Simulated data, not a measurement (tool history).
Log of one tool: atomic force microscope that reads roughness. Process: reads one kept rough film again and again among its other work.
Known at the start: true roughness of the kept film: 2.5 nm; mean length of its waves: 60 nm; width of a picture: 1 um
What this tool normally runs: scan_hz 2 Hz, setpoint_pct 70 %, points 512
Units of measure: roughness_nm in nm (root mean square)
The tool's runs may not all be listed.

| run | hour | scan_hz | setpoint_pct | points | roughness_nm |
|---|---|---|---|---|---|
| 1 | 0 | 2 | 70 | 512 | 2.314 |
| 2 | 8 | 2 | 70 | 512 | 2.325 |
| 3 | 24 | 2 | 70 | 512 | 2.317 |
| 4 | 31.9 | 2 | 70 | 512 | 2.306 |
| 5 | 41.6 | 2 | 70 | 512 | 2.312 |
| 6 | 57.1 | 2 | 70 | 512 | 2.313 |
| 7 | 73.5 | 2 | 70 | 512 | 2.302 |
| 8 | 89.6 | 2 | 70 | 512 | 2.29 |
| 9 | 106.8 | 2 | 70 | 512 | 2.305 |
| 10 | 117.7 | 2 | 70 | 350 | 2.274 |
| 11 | 125.5 | 2 | 70 | 350 | 2.292 |
| 12 | 138.9 | 2 | 70 | 350 | 2.334 |
| 13 | 151.4 | 2 | 70 | 350 | 2.335 |
| 14 | 162.4 | 2 | 70 | 350 | 2.332 |
| 15 | 174.6 | 2 | 70 | 350 | 2.325 |
| 16 | 185.8 | 2 | 70 | 512 | 2.324 |
| 17 | 195.9 | 2 | 70 | 512 | 2.323 |
| 18 | 206 | 2 | 87 | 512 | 2.182 |
| 19 | 219.2 | 2 | 87 | 512 | 2.2 |
| 20 | 226.2 | 2 | 87 | 512 | 2.173 |
| 21 | 239.3 | 2 | 87 | 512 | 2.173 |
| 22 | 249.8 | 2 | 86 | 512 | 2.187 |
| 23 | 261.4 | 1.6 | 70 | 512 | 2.324 |
| 24 | 277.3 | 2 | 70 | 512 | 2.295 |
| 25 | 288 | 2 | 70 | 512 | 2.284 |
| 26 | 305.1 | 2 | 70 | 512 | 2.303 |
| 27 | 318.8 | 2 | 70 | 512 | 2.313 |
| 28 | 330.7 | 2 | 70 | 512 | 2.323 |
| 29 | 343.3 | 1.1 | 73 | 274 | 2.359 |
| 30 | 355.9 | 2.83 | 61 | 319 | 2.329 |
| 31 | 367.5 | 2.83 | 61 | 319 | 2.318 |
| 32 | 383.2 | 3.17 | 63 | 507 | 2.314 |
| 33 | 395.2 | 3.17 | 63 | 507 | 2.324 |
| 34 | 411.9 | 1.1 | 78 | 501 | 2.331 |
| 35 | 427.7 | 1.1 | 66 | 719 | 2.351 |
| 36 | 440.2 | 0.59 | 66 | 417 | 2.35 |
| 37 | 453.6 | 2.86 | 59 | 285 | 2.324 |
| 38 | 466.6 | 0.97 | 68 | 454 | 2.342 |
| 39 | 477.8 | 0.97 | 68 | 454 | 2.34 |
| 40 | 486.2 | 1.09 | 74 | 267 | 2.317 |
| 41 | 500.8 | 1.09 | 74 | 267 | 2.376 |
| 42 | 514.2 | 1.09 | 74 | 314 | 2.357 |
| 43 | 527.3 | 1.19 | 74 | 555 | 2.344 |
| 44 | 534.3 | 3.84 | 57 | 688 | 2.332 |
| 45 | 550.5 | 2.3 | 64 | 283 | 2.333 |
| 46 | 557.5 | 1.63 | 63 | 588 | 2.365 |
| 47 | 568.4 | 1.63 | 63 | 588 | 2.381 |
| 48 | 583 | 0.59 | 80 | 499 | 2.357 |
| 49 | 596 | 2.08 | 60 | 404 | 2.345 |

Put back what was entered between runs (3 entries, withheld): which listed runs does each sit between, and how does the hidden state differ from the listed run before to the listed run after?
From run 11 to run 12: new tip fitted (hour 137)
  radius of the tip, nm: 15.7 -> 7.2; height scale over the true one, %: -0.14 -> -0.15
  what was measured, less what the result would be without the hidden state, roughness_nm: -0.056 -> -0.004 nm (root mean square)
From run 26 to run 27: new tip fitted (hour 318.4)
  radius of the tip, nm: 14.7 -> 7.3; height scale over the true one, %: -0.25 -> -0.26
  what was measured, less what the result would be without the hidden state, roughness_nm: -0.054 -> -0.008 nm (root mean square)
From run 40 to run 41: new tip fitted (hour 500)
  radius of the tip, nm: 14.9 -> 7.2; height scale over the true one, %: -0.37 -> -0.38
  what was measured, less what the result would be without the hidden state, roughness_nm: -0.058 -> -0.01 nm (root mean square)

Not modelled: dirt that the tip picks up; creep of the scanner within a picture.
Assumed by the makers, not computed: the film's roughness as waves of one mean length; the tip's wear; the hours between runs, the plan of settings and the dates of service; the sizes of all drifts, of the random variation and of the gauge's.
